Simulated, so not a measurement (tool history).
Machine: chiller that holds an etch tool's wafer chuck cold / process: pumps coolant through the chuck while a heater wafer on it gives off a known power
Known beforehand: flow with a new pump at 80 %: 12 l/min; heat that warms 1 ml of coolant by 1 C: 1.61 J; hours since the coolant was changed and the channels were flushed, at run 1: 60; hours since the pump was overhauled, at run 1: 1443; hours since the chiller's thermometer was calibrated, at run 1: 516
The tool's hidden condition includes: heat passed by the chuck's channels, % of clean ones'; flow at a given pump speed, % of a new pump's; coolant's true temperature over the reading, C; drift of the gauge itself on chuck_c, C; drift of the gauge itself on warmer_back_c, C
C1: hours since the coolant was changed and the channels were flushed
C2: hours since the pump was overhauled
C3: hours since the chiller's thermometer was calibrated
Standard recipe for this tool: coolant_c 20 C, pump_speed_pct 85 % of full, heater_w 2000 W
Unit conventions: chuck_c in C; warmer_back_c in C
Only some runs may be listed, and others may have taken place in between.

run 1 hour=0 | coolant_c=20 pump_speed_pct=85 heater_w=2000 | C1=60 C2=1443 C3=516 | chuck_c=35.3 warmer_back_c=5.86
run 2 hour=73.3 | coolant_c=20 pump_speed_pct=85 heater_w=2000 | C1=133 C2=1517 C3=590 | chuck_c=35.2 warmer_back_c=5.91
run 3 hour=145.3 | coolant_c=20 pump_speed_pct=85 heater_w=2767 | C1=205 C2=1589 C3=662 | chuck_c=41.2 warmer_back_c=8.19
run 4 hour=200.9 | coolant_c=20 pump_speed_pct=85 heater_w=2767 | C1=260 C2=1644 C3=717 | chuck_c=41 warmer_back_c=8.26
run 5 hour=281.7 | coolant_c=20 pump_speed_pct=85 heater_w=2767 | C1=341 C2=1725 C3=798 | chuck_c=41.3 warmer_back_c=8.22
run 6 hour=368.3 | coolant_c=20 pump_speed_pct=85 heater_w=2767 | C1=428 C2=1812 C3=885 | chuck_c=41.3 warmer_back_c=8.24
run 7 hour=411.1 | coolant_c=20 pump_speed_pct=85 heater_w=2767 | C1=471 C2=1854 C3=927 | chuck_c=41.6 warmer_back_c=8.26
run 8 hour=483.3 | coolant_c=20 pump_speed_pct=85 heater_w=2767 | C1=543 C2=1927 C3=1000 | chuck_c=41.6 warmer_back_c=8.27
run 9 hour=562.9 | coolant_c=20 pump_speed_pct=85 heater_w=2767 | C1=622 C2=2006 C3=1079 | chuck_c=41.8 warmer_back_c=8.28
run 10 hour=619.8 | coolant_c=20 pump_speed_pct=85 heater_w=2000 | C1=679 C2=2063 C3=1136 | chuck_c=35.8 warmer_back_c=5.98
run 11 hour=689.3 | coolant_c=20 pump_speed_pct=85 heater_w=1426 | C1=749 C2=2133 C3=1206 | chuck_c=31.3 warmer_back_c=4.26
run 12 hour=745.2 | coolant_c=20 pump_speed_pct=85 heater_w=1426 | C1=805 C2=2189 C3=1262 | chuck_c=31.4 warmer_back_c=4.31
run 13 hour=780.7 | coolant_c=20 pump_speed_pct=85 heater_w=2000 | C1=840 C2=2224 C3=1297 | chuck_c=35.9 warmer_back_c=6.01
run 14 hour=817.5 | coolant_c=26 pump_speed_pct=85 heater_w=2000 | C1=877 C2=2261 C3=1334 | chuck_c=42 warmer_back_c=6
run 15 hour=863.7 | coolant_c=20 pump_speed_pct=85 heater_w=2000 | C1=923 C2=2307 C3=1380 | chuck_c=35.9 warmer_back_c=6
run 16 hour=901.8 | coolant_c=20 pump_speed_pct=85 heater_w=2000 | C1=961 C2=2345 C3=1418 | chuck_c=35.9 warmer_back_c=6.03
run 17 hour=960.9 | coolant_c=20 pump_speed_pct=85 heater_w=1402 | C1=1020 C2=2404 C3=1477 | chuck_c=31.2 warmer_back_c=4.26
run 18 hour=1039.2 | coolant_c=20 pump_speed_pct=98 heater_w=1671 | C1=1099 C2=2483 C3=1556 | chuck_c=32.2 warmer_back_c=4.34
run 19 hour=1114.2 | coolant_c=23 pump_speed_pct=76 heater_w=1671 | C1=1174 C2=2557 C3=1631 | chuck_c=37.9 warmer_back_c=5.69
run 20 hour=1157.9 | coolant_c=18 pump_speed_pct=89 heater_w=1381 | C1=1217 C2=2601 C3=1674 | chuck_c=29 warmer_back_c=3.94
run 21 hour=1194.2 | coolant_c=18 pump_speed_pct=89 heater_w=1381 | C1=1254 C2=2638 C3=1711 | chuck_c=29.1 warmer_back_c=4
run 22 hour=1245.1 | coolant_c=10 pump_speed_pct=85 heater_w=2000 | C1=1305 C2=2688 C3=1762 | chuck_c=26.5 warmer_back_c=6.06
run 23 hour=1326 | coolant_c=11 pump_speed_pct=87 heater_w=1140 | C1=1386 C2=2769 C3=1842 | chuck_c=20.3 warmer_back_c=3.42
run 24 hour=1380 | coolant_c=12 pump_speed_pct=87 heater_w=2601 | C1=1440 C2=2823 C3=1896 | chuck_c=33 warmer_back_c=7.66
run 25 hour=1433.1 | coolant_c=17 pump_speed_pct=96 heater_w=2751 | C1=1493 C2=2876 C3=1949 | chuck_c=37.7 warmer_back_c=7.31
run 26 hour=1497.6 | coolant_c=20 pump_speed_pct=90 heater_w=2000 | C1=1557 C2=2941 C3=2014 | chuck_c=35.9 warmer_back_c=5.73
run 27 hour=1569.2 | coolant_c=20 pump_speed_pct=71 heater_w=1641 | C1=1629 C2=3013 C3=2086 | chuck_c=35.7 warmer_back_c=6.16
run 28 hour=1650.5 | coolant_c=20 pump_speed_pct=71 heater_w=1641 | C1=1710 C2=3094 C3=2167 | chuck_c=35.8 warmer_back_c=6.19
run 29 hour=1708.6 | coolant_c=29 pump_speed_pct=69 heater_w=2000 | C1=1768 C2=3152 C3=2225 | chuck_c=48.6 warmer_back_c=7.75
run 30 hour=1747.7 | coolant_c=15 pump_speed_pct=85 heater_w=1497 | C1=1807 C2=3191 C3=2264 | chuck_c=27.7 warmer_back_c=4.61
run 31 hour=1806.6 | coolant_c=13 pump_speed_pct=64 heater_w=1797 | C1=1866 C2=3250 C3=2323 | chuck_c=31.6 warmer_back_c=7.61

Branching from run 31: 3 alternative next runs. What would each branch give?
run A hour=1852.8 | coolant_c=28 pump_speed_pct=63 heater_w=2000 | C1=1912 C2=3296 C3=2369 | chuck_c=? warmer_back_c=?
run B hour=1852.8 | coolant_c=24 pump_speed_pct=85 heater_w=2000 | C1=1912 C2=3296 C3=2369 | chuck_c=? warmer_back_c=?
run C hour=1852.8 | coolant_c=16 pump_speed_pct=64 heater_w=1797 | C1=1912 C2=3296 C3=2369 | chuck_c=? warmer_back_c=?

run=A chuck_c=49 warmer_back_c=8.71
run=B chuck_c=40.8 warmer_back_c=6.14
run=C chuck_c=34.7 warmer_back_c=7.55
What these runs would have given with no unlogged condition in the tool:
run=A chuck_c=46.5 warmer_back_c=8.24
run=B chuck_c=38.7 warmer_back_c=5.81
run=C chuck_c=32.4 warmer_back_c=7.14
